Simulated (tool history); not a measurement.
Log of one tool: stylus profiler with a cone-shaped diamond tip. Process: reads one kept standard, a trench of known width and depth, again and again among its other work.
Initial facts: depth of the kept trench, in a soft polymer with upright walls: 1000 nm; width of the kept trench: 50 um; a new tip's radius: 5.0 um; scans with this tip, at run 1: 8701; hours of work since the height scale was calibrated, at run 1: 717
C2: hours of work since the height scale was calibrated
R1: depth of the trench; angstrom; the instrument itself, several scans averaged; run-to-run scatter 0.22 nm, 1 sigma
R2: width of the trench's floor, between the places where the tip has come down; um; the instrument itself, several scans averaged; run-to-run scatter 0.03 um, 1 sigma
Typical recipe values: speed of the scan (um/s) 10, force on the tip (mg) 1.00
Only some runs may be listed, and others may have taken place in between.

{"run": 1, "hour": 0.0, "speed of the scan (um/s)": 10, "force on the tip (mg)": 1.0, "scans with this tip": 8701, "C2": 717, "R1": 10070.3, "R2": 43.96}
{"run": 2, "hour": 80.7, "speed of the scan (um/s)": 19, "force on the tip (mg)": 1.0, "scans with this tip": 9113, "C2": 751, "R1": 10072.5, "R2": 43.86}
{"run": 3, "hour": 163.2, "speed of the scan (um/s)": 19, "force on the tip (mg)": 1.0, "scans with this tip": 9534, "C2": 786, "R1": 10075.1, "R2": 43.9}
{"run": 4, "hour": 245.4, "speed of the scan (um/s)": 19, "force on the tip (mg)": 1.0, "scans with this tip": 9955, "C2": 820, "R1": 10070.6, "R2": 43.89}
{"run": 5, "hour": 298.8, "speed of the scan (um/s)": 19, "force on the tip (mg)": 1.0, "scans with this tip": 10227, "C2": 843, "R1": 10071.7, "R2": 43.91}
{"run": 6, "hour": 382.6, "speed of the scan (um/s)": 19, "force on the tip (mg)": 1.0, "scans with this tip": 10656, "C2": 878, "R1": 10070.8, "R2": 43.93}
{"run": 7, "hour": 487.3, "speed of the scan (um/s)": 10, "force on the tip (mg)": 2.96, "scans with this tip": 11190, "C2": 922, "R1": 10151.6, "R2": 43.91}
{"run": 8, "hour": 556.0, "speed of the scan (um/s)": 8, "force on the tip (mg)": 1.0, "scans with this tip": 11541, "C2": 951, "R1": 10068.0, "R2": 43.92}
{"run": 9, "hour": 650.8, "speed of the scan (um/s)": 8, "force on the tip (mg)": 2.9, "scans with this tip": 12026, "C2": 991, "R1": 10147.9, "R2": 43.98}
{"run": 10, "hour": 755.0, "speed of the scan (um/s)": 8, "force on the tip (mg)": 2.9, "scans with this tip": 12558, "C2": 1035, "R1": 10151.4, "R2": 43.93}
{"run": 11, "hour": 808.7, "speed of the scan (um/s)": 10, "force on the tip (mg)": 0.39, "scans with this tip": 12832, "C2": 1057, "R1": 10040.0, "R2": 43.88}
{"run": 12, "hour": 868.4, "speed of the scan (um/s)": 11, "force on the tip (mg)": 2.38, "scans with this tip": 13137, "C2": 1082, "R1": 10128.5, "R2": 43.89}
{"run": 13, "hour": 973.5, "speed of the scan (um/s)": 2, "force on the tip (mg)": 1.0, "scans with this tip": 13674, "C2": 1127, "R1": 10073.6, "R2": 43.98}
{"run": 14, "hour": 1026.9, "speed of the scan (um/s)": 15, "force on the tip (mg)": 1.19, "scans with this tip": 13947, "C2": 1149, "R1": 10076.9, "R2": 43.91}
{"run": 15, "hour": 1074.2, "speed of the scan (um/s)": 15, "force on the tip (mg)": 1.19, "scans with this tip": 14188, "C2": 1169, "R1": 10082.4, "R2": 43.94}
{"run": 16, "hour": 1125.1, "speed of the scan (um/s)": 10, "force on the tip (mg)": 1.04, "scans with this tip": 14448, "C2": 1190, "R1": 10075.0, "R2": 43.86}
{"hour": 1135.0, "done": "height scale calibrated on a step standard"}
{"run": 17, "hour": 1185.5, "speed of the scan (um/s)": 2, "force on the tip (mg)": 1.93, "scans with this tip": 14754, "C2": 21, "R1": 10117.0, "R2": 43.96}
{"hour": 1226.2, "done": "new tip fitted, height scale calibrated"}
{"run": 18, "hour": 1295.9, "speed of the scan (um/s)": 2, "force on the tip (mg)": 0.36, "scans with this tip": 356, "C2": 29, "R1": 10036.4, "R2": 43.99}
{"run": 19, "hour": 1345.5, "speed of the scan (um/s)": 2, "force on the tip (mg)": 0.36, "scans with this tip": 610, "C2": 50, "R1": 10037.0, "R2": 43.98}
{"run": 20, "hour": 1420.8, "speed of the scan (um/s)": 2, "force on the tip (mg)": 0.36, "scans with this tip": 994, "C2": 82, "R1": 10035.7, "R2": 44.02}
{"run": 21, "hour": 1524.7, "speed of the scan (um/s)": 2, "force on the tip (mg)": 0.35, "scans with this tip": 1525, "C2": 126, "R1": 10033.0, "R2": 43.95}
{"run": 22, "hour": 1626.8, "speed of the scan (um/s)": 2, "force on the tip (mg)": 0.35, "scans with this tip": 2046, "C2": 169, "R1": 10038.7, "R2": 44.0}

Alternative continuations, all from the tool just after run 22; predict every row:
{"run": "A", "hour": 1708.3, "speed of the scan (um/s)": 2, "force on the tip (mg)": 2.17, "scans with this tip": 2463, "C2": 203, "R1": "?", "R2": "?"}
{"run": "B", "hour": 1708.3, "speed of the scan (um/s)": 9, "force on the tip (mg)": 1.87, "scans with this tip": 2463, "C2": 203, "R1": "?", "R2": "?"}
{"run": "C", "hour": 1708.3, "speed of the scan (um/s)": 3, "force on the tip (mg)": 1.38, "scans with this tip": 2463, "C2": 203, "R1": "?", "R2": "?"}

run=A R1=10124.3 R2=44.02
run=B R1=10108.2 R2=43.97
run=C R1=10090.0 R2=44.02
With no hidden state in the tool, these same runs would have given:
run=A R1=10124.3 R2=44.03
run=B R1=10108.2 R2=43.97
run=C R1=10090.0 R2=44.02

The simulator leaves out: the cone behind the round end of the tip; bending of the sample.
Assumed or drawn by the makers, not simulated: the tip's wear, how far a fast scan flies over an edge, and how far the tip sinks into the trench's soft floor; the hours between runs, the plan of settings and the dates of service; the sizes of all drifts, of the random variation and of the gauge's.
